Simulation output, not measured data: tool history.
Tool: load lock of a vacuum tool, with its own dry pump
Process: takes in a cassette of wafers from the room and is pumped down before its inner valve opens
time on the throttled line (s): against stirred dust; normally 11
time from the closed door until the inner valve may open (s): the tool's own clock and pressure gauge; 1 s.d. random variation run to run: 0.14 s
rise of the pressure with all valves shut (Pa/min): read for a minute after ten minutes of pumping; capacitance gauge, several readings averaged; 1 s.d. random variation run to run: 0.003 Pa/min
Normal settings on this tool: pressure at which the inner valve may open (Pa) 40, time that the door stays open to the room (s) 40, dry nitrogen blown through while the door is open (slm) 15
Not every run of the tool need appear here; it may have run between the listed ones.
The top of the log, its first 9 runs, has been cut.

| run | hour | time on the throttled line (s) | pressure at which the inner valve may open (Pa) | time that the door stays open to the room (s) | dry nitrogen blown through while the door is open (slm) | incoming humidity of the room's air, % | time from the closed door until the inner valve may open (s) | rise of the pressure with all valves shut (Pa/min) |
|---|---|---|---|---|---|---|---|---|
| 10 | 1576.3 | 11 | 29 | 40 | 15 | 47.8 | 19.6 | 0.034 |
| 11 | 1838.4 | 11 | 29 | 40 | 15 | 45.2 | 19.2 | 0.033 |
| 12 | 1947.4 | 11 | 29 | 40 | 15 | 44.5 | 19.3 | 0.036 |
| 13 | 2121.3 | 11 | 29 | 40 | 15 | 45.2 | 19.6 | 0.029 |
| 14 | 2336.1 | 11 | 29 | 40 | 15 | 43.2 | 19.5 | 0.034 |
| 15 | 2567.0 | 11 | 29 | 40 | 15 | 46.3 | 19.4 | 0.036 |
| 16 | 2695.5 | 11 | 29 | 40 | 15 | 44.7 | 19.2 | 0.040 |
| 17 | 2863.5 | 9 | 29 | 40 | 15 | 49.7 | 17.7 | 0.038 |
| 18 | 3047.4 | 11 | 56 | 40 | 15 | 46.7 | 18.4 | 0.034 |
| 19 | 3158.3 | 11 | 43 | 40 | 15 | 46.4 | 18.7 | 0.038 |
| 20 | 3305.9 | 16 | 40 | 40 | 15 | 44.3 | 23.4 | 0.040 |
| 21 | 3543.3 | 11 | 34 | 40 | 15 | 42.1 | 19.1 | 0.035 |
| 22 | 3762.3 | 7 | 34 | 40 | 9 | 45.2 | 16.0 | 0.041 |
| 23 | 3923.5 | 7 | 45 | 40 | 9 | 44.3 | 15.5 | 0.035 |

Estimate the outcome of run 24 from the log above:
| 24 | 4062.9 | 11 | 67 | 40 | 6 | 45.4 | ? | ? |

{"run 24": {"time from the closed door until the inner valve may open (s)": 18.3, "rise of the pressure with all valves shut (Pa/min)": 0.044}}
With the hidden condition absent and the run-to-run variation left alone, this run would have shown time from the closed door until the inner valve may open (s) 18.3, rise of the pressure with all valves shut (Pa/min) 0.043.

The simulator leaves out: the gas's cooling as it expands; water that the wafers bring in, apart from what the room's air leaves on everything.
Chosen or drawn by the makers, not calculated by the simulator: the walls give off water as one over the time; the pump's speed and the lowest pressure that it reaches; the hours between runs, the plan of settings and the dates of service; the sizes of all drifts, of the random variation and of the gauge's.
